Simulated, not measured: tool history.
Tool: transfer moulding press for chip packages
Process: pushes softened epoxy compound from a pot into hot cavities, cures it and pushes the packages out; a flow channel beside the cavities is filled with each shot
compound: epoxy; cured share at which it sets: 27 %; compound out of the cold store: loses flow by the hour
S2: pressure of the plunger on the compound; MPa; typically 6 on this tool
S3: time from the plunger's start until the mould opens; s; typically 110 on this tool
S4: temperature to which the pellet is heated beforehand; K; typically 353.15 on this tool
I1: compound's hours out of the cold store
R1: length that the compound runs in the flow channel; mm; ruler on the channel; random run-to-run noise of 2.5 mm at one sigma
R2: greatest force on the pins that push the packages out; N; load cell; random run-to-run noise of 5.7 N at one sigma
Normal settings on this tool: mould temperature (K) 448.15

Run 1, hour 0: usual settings; I1 36.2. Result: R1 539 mm, R2 293 N.
Run 2, hour 27.5: usual settings; I1 41.8. Result: R1 514 mm, R2 340 N.
At hour 62.5: cavities cleaned with cleaning compound and waxed.
Run 3, hour 62.5: usual settings; I1 37.2. Result: R1 530 mm, R2 415 N.
Run 4, hour 107.7: usual settings; I1 11.9. Result: R1 614 mm, R2 414 N.
Run 5, hour 148: usual settings; I1 26.9. Result: R1 554 mm, R2 406 N.
At hour 155.6: cavities cleaned with cleaning compound and waxed.
Run 6, hour 176.5: usual settings but S4 347.15 K; I1 28. Result: R1 548 mm, R2 303 N.
At hour 203: mould's thermocouples calibrated.
Run 7, hour 230.4: usual settings but S4 347.15 K; I1 36.9. Result: R1 514 mm, R2 364 N.
At hour 250.2: cavities cleaned with cleaning compound and waxed.
Run 8, hour 280.7: usual settings; I1 47.8. Result: R1 476 mm, R2 307 N.
At hour 329: cavities cleaned with cleaning compound and waxed, once more.
Run 9, hour 330.6: usual settings; I1 20.5. Result: R1 554 mm, R2 263 N.
At hour 377.6: plunger's sealing rings changed.
Run 10, hour 384: usual settings; I1 45.8. Result: R1 512 mm, R2 333 N.
At hour 424.7: cavities cleaned with cleaning compound and waxed.
Run 11, hour 433.9: usual settings; I1 40.1. Result: R1 527 mm, R2 267 N.
Run 12, hour 469.4: usual settings; I1 40.9. Result: R1 519 mm, R2 320 N.
At hour 514.9: cavities cleaned with cleaning compound and waxed.
Run 13, hour 521.8: usual settings but S2 6.75 MPa, S3 118 s; I1 24.3. Result: R1 603 mm, R2 253 N.
Run 14, hour 553.1: usual settings but S2 6.75 MPa, S3 135 s, S4 363.15 K; I1 41.9. Result: R1 533 mm, R2 281 N.
Run 15, hour 576.1: usual settings but S4 349.15 K; I1 31. Result: R1 544 mm, R2 340 N.
At hour 606.7: cavities cleaned with cleaning compound and waxed.
Run 16, hour 628.7: usual settings but mould temperature (K) 447.15; I1 46.3. Result: R1 490 mm, R2 303 N.
Run 17, hour 672.3: usual settings but S2 5.29 MPa, S3 119 s; I1 41.6. Result: R1 466 mm, R2 321 N.
At hour 699.2: cavities cleaned with cleaning compound and waxed.
Run 18, hour 722.4: usual settings but mould temperature (K) 452.15, S2 5.29 MPa, S3 119 s; I1 37.4. Result: R1 469 mm, R2 267 N.

Predict each of these 4 candidate next runs independently; none follows another, all start after run 18:
Run A, hour 753.3: usual settings; I1 29.8. Result: R1 ?, R2 ?.
Run B, hour 753.3: usual settings but S2 6.76 MPa; I1 30.6. Result: R1 ?, R2 ?.
Run C, hour 753.3: usual settings but mould temperature (K) 452.15, S2 5.29 MPa, S3 119 s, S4 350.15 K; I1 36.4. Result: R1 ?, R2 ?.
Run D, hour 753.3: usual settings but mould temperature (K) 443.15, S2 4.67 MPa, S3 129 s; I1 26.7. Result: R1 ?, R2 ?.

run   R1   R2
  A  524  339
  B  552  338
  C  465  302
  D  483  349
Without the tool's unlogged condition, the same runs would have read:
run   R1   R2
  A  566  252
  B  597  249
  C  502  221
  D  522  258
